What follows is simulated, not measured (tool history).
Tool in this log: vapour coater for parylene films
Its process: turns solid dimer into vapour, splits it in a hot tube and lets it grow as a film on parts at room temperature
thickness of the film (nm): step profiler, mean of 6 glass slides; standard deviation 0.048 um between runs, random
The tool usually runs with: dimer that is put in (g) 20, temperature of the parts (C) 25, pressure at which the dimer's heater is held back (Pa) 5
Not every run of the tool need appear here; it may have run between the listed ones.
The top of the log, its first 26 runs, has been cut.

run   hour  dimer that is put in (g)  temperature of the parts (C)  pressure at which the dimer's heater is held back (Pa)  hours of work since the trap's valve was overhauled  hours of work since the table's thermometer was calibrated  thickness of the film (nm)
 27  445.3                        21                            20                                                    3.83                                                  162                                                         741                        5940
 28  462.9                         9                            24                                                       5                                                  175                                                         754                        2350
 29  484.6                         9                            24                                                       5                                                  191                                                         769                        2380
 30    503                        19                            25                                                   10.98                                                  204                                                         783                        4550
 31  524.6                        22                            33                                                    7.77                                                  220                                                         799                        4550
 32  537.3                        18                            19                                                    2.37                                                  229                                                         808                        5420
     556.2  -- table's thermometer calibrated
 33    558                        18                            19                                                    2.37                                                  244                                                           1                        5410
 34  576.6                        26                            25                                                    9.53                                                  257                                                          15                        6330
 35    598                        26                            25                                                    9.53                                                  273                                                          31                        6310
 36  609.8                        25                            25                                                    3.56                                                  282                                                          39                        6470
 37  623.3                        20                            25                                                    7.95                                                  292                                                          49                        4840

Expected results for the next run?
 38  641.8                        25                            25                                                    2.46                                                  305                                                          63                           ?

thickness of the film (nm): 6520
Take away the tool's hidden state, keep the run-to-run variation as it was, and the same run would have given thickness of the film (nm) 6990.
